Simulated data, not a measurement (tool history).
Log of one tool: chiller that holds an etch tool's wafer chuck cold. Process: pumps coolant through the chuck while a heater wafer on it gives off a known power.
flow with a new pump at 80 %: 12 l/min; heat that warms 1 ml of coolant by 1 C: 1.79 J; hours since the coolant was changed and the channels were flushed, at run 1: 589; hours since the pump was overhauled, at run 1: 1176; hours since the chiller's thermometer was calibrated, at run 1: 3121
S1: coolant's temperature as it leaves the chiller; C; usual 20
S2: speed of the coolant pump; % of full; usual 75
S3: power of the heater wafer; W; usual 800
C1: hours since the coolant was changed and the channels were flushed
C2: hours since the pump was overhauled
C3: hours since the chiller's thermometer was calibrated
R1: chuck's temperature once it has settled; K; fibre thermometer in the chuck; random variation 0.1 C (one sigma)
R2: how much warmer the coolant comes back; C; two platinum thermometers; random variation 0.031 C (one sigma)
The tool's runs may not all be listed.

{"run": 1, "hour": 0.0, "S1": 20, "S2": 75, "S3": 800, "C1": 589, "C2": 1176, "C3": 3121, "R1": 300.25, "R2": 2.5}
{"run": 2, "hour": 42.6, "S1": 20, "S2": 75, "S3": 800, "C1": 632, "C2": 1218, "C3": 3163, "R1": 300.45, "R2": 2.45}
{"run": 3, "hour": 104.6, "S1": 11, "S2": 75, "S3": 800, "C1": 694, "C2": 1280, "C3": 3226, "R1": 291.25, "R2": 2.44}
{"run": 4, "hour": 133.8, "S1": 11, "S2": 75, "S3": 800, "C1": 723, "C2": 1309, "C3": 3255, "R1": 291.65, "R2": 2.48}
{"run": 5, "hour": 186.4, "S1": 11, "S2": 75, "S3": 800, "C1": 776, "C2": 1362, "C3": 3307, "R1": 291.35, "R2": 2.48}
{"run": 6, "hour": 235.7, "S1": 20, "S2": 75, "S3": 864, "C1": 825, "C2": 1411, "C3": 3357, "R1": 301.05, "R2": 2.68}
{"run": 7, "hour": 294.5, "S1": 20, "S2": 75, "S3": 864, "C1": 884, "C2": 1470, "C3": 3415, "R1": 301.05, "R2": 2.64}
{"run": 8, "hour": 334.5, "S1": 17, "S2": 75, "S3": 864, "C1": 924, "C2": 1510, "C3": 3455, "R1": 298.15, "R2": 2.66}
{"run": 9, "hour": 374.5, "S1": 17, "S2": 75, "S3": 864, "C1": 964, "C2": 1550, "C3": 3495, "R1": 297.85, "R2": 2.68}
{"run": 10, "hour": 413.1, "S1": 17, "S2": 99, "S3": 864, "C1": 1002, "C2": 1589, "C3": 3534, "R1": 296.45, "R2": 1.99}
{"run": 11, "hour": 468.7, "S1": 17, "S2": 99, "S3": 864, "C1": 1058, "C2": 1644, "C3": 3590, "R1": 296.55, "R2": 1.97}
{"run": 12, "hour": 529.7, "S1": 13, "S2": 99, "S3": 903, "C1": 1119, "C2": 1705, "C3": 3651, "R1": 292.65, "R2": 2.11}
{"run": 13, "hour": 559.1, "S1": 15, "S2": 75, "S3": 589, "C1": 1148, "C2": 1735, "C3": 3680, "R1": 293.65, "R2": 1.79}
{"run": 14, "hour": 601.9, "S1": 15, "S2": 75, "S3": 589, "C1": 1191, "C2": 1777, "C3": 3723, "R1": 293.55, "R2": 1.85}
{"run": 15, "hour": 643.1, "S1": 15, "S2": 69, "S3": 602, "C1": 1232, "C2": 1819, "C3": 3764, "R1": 294.35, "R2": 2.1}
{"run": 16, "hour": 703.2, "S1": 15, "S2": 69, "S3": 602, "C1": 1292, "C2": 1879, "C3": 3824, "R1": 294.25, "R2": 2.03}
{"run": 17, "hour": 772.0, "S1": 15, "S2": 69, "S3": 602, "C1": 1361, "C2": 1948, "C3": 3893, "R1": 294.45, "R2": 2.01}
{"run": 18, "hour": 837.1, "S1": 15, "S2": 68, "S3": 602, "C1": 1426, "C2": 2013, "C3": 3958, "R1": 294.25, "R2": 2.08}

Run 19 comes next. What will it give?
{"run": 19, "hour": 888.2, "S1": 15, "S2": 68, "S3": 602, "C1": 1477, "C2": 2064, "C3": 4009, "R1": "?", "R2": "?"}

R1: 294.35 K
R2: 2.13 C
Without the tool's hidden state the same run would have given R1 293.85 K, R2 2.04 C.
